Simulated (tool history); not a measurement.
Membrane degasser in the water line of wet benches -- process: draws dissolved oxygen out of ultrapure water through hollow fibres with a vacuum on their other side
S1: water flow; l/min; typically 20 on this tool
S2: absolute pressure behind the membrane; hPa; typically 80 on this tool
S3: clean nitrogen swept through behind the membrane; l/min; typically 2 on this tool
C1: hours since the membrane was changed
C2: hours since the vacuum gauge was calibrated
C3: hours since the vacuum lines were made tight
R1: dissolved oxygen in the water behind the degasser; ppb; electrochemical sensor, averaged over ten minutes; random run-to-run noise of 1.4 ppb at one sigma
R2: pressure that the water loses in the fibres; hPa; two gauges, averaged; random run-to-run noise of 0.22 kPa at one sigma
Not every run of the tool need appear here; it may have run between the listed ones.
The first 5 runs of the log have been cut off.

run,hour,S1,S2,S3,C1,C2,C3,R1,R2
6,239.1,20,80,2,1559,3456,4544,145.1,555.8
7,306.9,20,80,2,1627,3524,4611,145.3,558.6
8,365.6,20,80,2,1686,3583,4670,147.5,559.6
9,418,20,80,2,1738,3635,4722,146.2,557.6
10,476.1,20,80,2,1796,3693,4781,147.9,561.7
11,535.2,20,80,2,1856,3752,4840,148.8,560.7
12,577.8,20,80,2,1898,3795,4882,149.1,556.8
13,617.9,20,80,2,1938,3835,4922,146.4,557.9
14,661.1,20,80,2,1981,3878,4966,150.9,560
15,724.3,19,80,2,2045,3941,5029,139.1,531.4
16,784.7,20,63.3,3.6,2105,4002,5089,73.9,563
17,834,20,80,0.92,2154,4051,5138,269.5,557.6
18,873.6,16,93.1,0.92,2194,4091,5178,267.1,448.8
19,939.5,20,80,2.52,2260,4157,5244,124,563.9
20,988,31,80,3.03,2308,4205,5292,243.7,869.1
21,1048,31,80,3.03,2368,4265,5352,249.1,868.2
22,1076.9,20,80,2.67,2397,4294,5381,120.4,562.4
# hour 1084.3: seals of the vacuum lines changed
23,1136.4,20,130.6,1.44,2455,4351,52,347.4,562.2
24,1179.6,20,130.6,1.44,2498,4395,95,352.6,560
25,1220.2,16,78.3,1.44,2539,4435,136,144.7,451.8
26,1276.6,18,76.2,4.46,2595,4492,192,63.6,507.4
27,1320.9,30,106.6,2.09,2639,4536,237,365.7,844.1
28,1378.7,13,99.2,2.09,2697,4594,294,111.8,366.7
29,1425.6,13,99.2,1.06,2744,4641,341,208.9,368
30,1464.1,19,59.3,0.97,2782,4679,380,166.2,532.2

Below are 3 alternative next runs, each starting from the tool's condition after run 30. Predict each:
A,1507.8,22,63.4,1.01,2826,4723,423,?,?
B,1507.8,28,71.5,0.97,2826,4723,423,?,?
C,1507.8,19,140.6,3.08,2826,4723,423,?,?

run,R1,R2
A,211.8,622.2
B,358.2,789.2
C,189.3,536.4
With the hidden condition removed and each run's random variation left untouched, the same runs would have given:
run,R1,R2
A,176.8,605.4
B,310.6,767.8
C,176.6,521.9

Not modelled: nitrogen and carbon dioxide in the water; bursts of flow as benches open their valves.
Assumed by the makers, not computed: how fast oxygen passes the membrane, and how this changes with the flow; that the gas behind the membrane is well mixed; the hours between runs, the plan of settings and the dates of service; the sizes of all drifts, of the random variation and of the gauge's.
